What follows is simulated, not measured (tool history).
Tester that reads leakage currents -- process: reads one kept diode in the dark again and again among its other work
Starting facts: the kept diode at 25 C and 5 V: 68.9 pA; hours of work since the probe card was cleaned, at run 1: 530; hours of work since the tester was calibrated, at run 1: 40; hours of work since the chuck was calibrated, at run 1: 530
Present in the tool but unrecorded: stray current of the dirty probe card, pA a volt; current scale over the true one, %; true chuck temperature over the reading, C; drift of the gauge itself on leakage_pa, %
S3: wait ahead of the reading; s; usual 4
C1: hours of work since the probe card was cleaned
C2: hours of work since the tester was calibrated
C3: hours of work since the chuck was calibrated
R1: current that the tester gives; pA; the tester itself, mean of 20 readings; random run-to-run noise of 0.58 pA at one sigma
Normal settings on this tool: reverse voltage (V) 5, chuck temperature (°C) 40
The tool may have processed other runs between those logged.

{"run": 1, "day": 0.0, "reverse voltage (V)": 5, "chuck temperature (°C)": 40, "S3": 4, "C1": 530, "C2": 40, "C3": 530, "R1": 194.15}
{"run": 2, "day": 1.108, "reverse voltage (V)": 5, "chuck temperature (°C)": 26, "S3": 4, "C1": 549, "C2": 58, "C3": 549, "R1": 77.5}
{"run": 3, "day": 2.146, "reverse voltage (V)": 5, "chuck temperature (°C)": 26, "S3": 4, "C1": 566, "C2": 75, "C3": 566, "R1": 77.78}
{"run": 4, "day": 2.958, "reverse voltage (V)": 5, "chuck temperature (°C)": 26, "S3": 4, "C1": 580, "C2": 89, "C3": 580, "R1": 78.07}
{"run": 5, "day": 4.192, "reverse voltage (V)": 5, "chuck temperature (°C)": 26, "S3": 4, "C1": 600, "C2": 109, "C3": 600, "R1": 77.7}
{"run": 6, "day": 4.942, "reverse voltage (V)": 5, "chuck temperature (°C)": 26, "S3": 4, "C1": 612, "C2": 122, "C3": 612, "R1": 77.99}
{"day": 5.604, "done": "chuck's temperature calibrated"}
{"run": 7, "day": 5.888, "reverse voltage (V)": 5, "chuck temperature (°C)": 26, "S3": 4, "C1": 627, "C2": 136, "C3": 5, "R1": 80.83}
{"run": 8, "day": 6.496, "reverse voltage (V)": 5, "chuck temperature (°C)": 26, "S3": 4, "C1": 637, "C2": 146, "C3": 15, "R1": 80.88}
{"run": 9, "day": 7.379, "reverse voltage (V)": 5, "chuck temperature (°C)": 26, "S3": 4, "C1": 651, "C2": 161, "C3": 29, "R1": 81.28}
{"run": 10, "day": 7.946, "reverse voltage (V)": 5, "chuck temperature (°C)": 40, "S3": 4, "C1": 661, "C2": 170, "C3": 39, "R1": 199.57}
{"run": 11, "day": 8.888, "reverse voltage (V)": 17.16, "chuck temperature (°C)": 40, "S3": 4, "C1": 676, "C2": 186, "C3": 54, "R1": 328.83}
{"run": 12, "day": 9.525, "reverse voltage (V)": 17.16, "chuck temperature (°C)": 40, "S3": 4, "C1": 687, "C2": 196, "C3": 65, "R1": 327.96}
{"run": 13, "day": 10.596, "reverse voltage (V)": 5, "chuck temperature (°C)": 40, "S3": 0.73, "C1": 705, "C2": 214, "C3": 83, "R1": 201.24}
{"run": 14, "day": 11.483, "reverse voltage (V)": 5, "chuck temperature (°C)": 40, "S3": 6.41, "C1": 719, "C2": 229, "C3": 97, "R1": 199.08}
{"run": 15, "day": 12.175, "reverse voltage (V)": 5, "chuck temperature (°C)": 40, "S3": 6.41, "C1": 731, "C2": 240, "C3": 109, "R1": 199.21}
{"run": 16, "day": 13.167, "reverse voltage (V)": 5, "chuck temperature (°C)": 40, "S3": 4, "C1": 747, "C2": 257, "C3": 125, "R1": 199.78}
{"run": 17, "day": 14.062, "reverse voltage (V)": 5, "chuck temperature (°C)": 40, "S3": 4, "C1": 762, "C2": 271, "C3": 140, "R1": 199.45}
{"run": 18, "day": 14.996, "reverse voltage (V)": 5, "chuck temperature (°C)": 40, "S3": 9.81, "C1": 778, "C2": 287, "C3": 156, "R1": 199}
{"run": 19, "day": 15.988, "reverse voltage (V)": 5, "chuck temperature (°C)": 40, "S3": 9.81, "C1": 794, "C2": 303, "C3": 172, "R1": 198.24}
{"run": 20, "day": 16.754, "reverse voltage (V)": 5, "chuck temperature (°C)": 60, "S3": 4, "C1": 807, "C2": 316, "C3": 185, "R1": 663.7}
{"run": 21, "day": 17.754, "reverse voltage (V)": 5, "chuck temperature (°C)": 60, "S3": 4, "C1": 823, "C2": 333, "C3": 201, "R1": 660.71}
{"run": 22, "day": 18.788, "reverse voltage (V)": 1.22, "chuck temperature (°C)": 21, "S3": 9.43, "C1": 841, "C2": 350, "C3": 219, "R1": 32.1}
{"run": 23, "day": 19.408, "reverse voltage (V)": 5, "chuck temperature (°C)": 43, "S3": 4, "C1": 851, "C2": 360, "C3": 229, "R1": 239.26}
{"run": 24, "day": 20.7, "reverse voltage (V)": 5, "chuck temperature (°C)": 43, "S3": 4, "C1": 872, "C2": 381, "C3": 250, "R1": 238.75}
{"run": 25, "day": 21.738, "reverse voltage (V)": 5, "chuck temperature (°C)": 43, "S3": 4, "C1": 889, "C2": 399, "C3": 267, "R1": 238.51}
{"run": 26, "day": 22.692, "reverse voltage (V)": 5, "chuck temperature (°C)": 29, "S3": 4, "C1": 905, "C2": 414, "C3": 283, "R1": 99.51}
{"run": 27, "day": 23.871, "reverse voltage (V)": 1.74, "chuck temperature (°C)": 29, "S3": 0.66, "C1": 925, "C2": 434, "C3": 303, "R1": 64.8}
{"run": 28, "day": 25.175, "reverse voltage (V)": 18.46, "chuck temperature (°C)": 29, "S3": 5.76, "C1": 946, "C2": 456, "C3": 324, "R1": 181.34}
{"run": 29, "day": 25.879, "reverse voltage (V)": 5.7, "chuck temperature (°C)": 54, "S3": 3.17, "C1": 958, "C2": 467, "C3": 336, "R1": 486.33}
{"run": 30, "day": 26.592, "reverse voltage (V)": 5.7, "chuck temperature (°C)": 54, "S3": 3.17, "C1": 970, "C2": 479, "C3": 348, "R1": 487.93}
{"run": 31, "day": 27.771, "reverse voltage (V)": 8.26, "chuck temperature (°C)": 43, "S3": 3.53, "C1": 989, "C2": 499, "C3": 367, "R1": 291.87}
{"run": 32, "day": 28.492, "reverse voltage (V)": 10.57, "chuck temperature (°C)": 20, "S3": 2.22, "C1": 1001, "C2": 511, "C3": 379, "R1": 84.32}
{"run": 33, "day": 29.396, "reverse voltage (V)": 10.57, "chuck temperature (°C)": 56, "S3": 0.39, "C1": 1016, "C2": 526, "C3": 394, "R1": 705.17}
{"run": 34, "day": 30.346, "reverse voltage (V)": 1.79, "chuck temperature (°C)": 40, "S3": 4, "C1": 1032, "C2": 541, "C3": 410, "R1": 132.39}
{"run": 35, "day": 31.562, "reverse voltage (V)": 4.85, "chuck temperature (°C)": 40, "S3": 1.44, "C1": 1052, "C2": 562, "C3": 430, "R1": 196.87}
{"run": 36, "day": 32.325, "reverse voltage (V)": 16.53, "chuck temperature (°C)": 38, "S3": 4, "C1": 1065, "C2": 574, "C3": 443, "R1": 291.38}
{"run": 37, "day": 32.954, "reverse voltage (V)": 1.9, "chuck temperature (°C)": 29, "S3": 3.11, "C1": 1075, "C2": 585, "C3": 453, "R1": 66.33}
{"run": 38, "day": 34.196, "reverse voltage (V)": 5, "chuck temperature (°C)": 31, "S3": 4, "C1": 1096, "C2": 605, "C3": 474, "R1": 113.51}
{"run": 39, "day": 35.45, "reverse voltage (V)": 5, "chuck temperature (°C)": 31, "S3": 4, "C1": 1117, "C2": 626, "C3": 495, "R1": 112.89}
{"run": 40, "day": 36.371, "reverse voltage (V)": 1.71, "chuck temperature (°C)": 31, "S3": 1.13, "C1": 1132, "C2": 641, "C3": 510, "R1": 72.77}

What differs in the tool's unlogged condition from the final listed run ahead of each entry between runs to the first listed run following it?
Run 6 -> run 7: chuck's temperature calibrated (day 5.604)
  stray current of the dirty probe card, pA a volt: 1.335 -> 1.364; current scale over the true one, %: -0.05 -> -0.06; true chuck temperature over the reading, C: -0.63 -> -0.06
  measured value less the no-hidden-state value, R1: +3.24 -> +6.34 pA
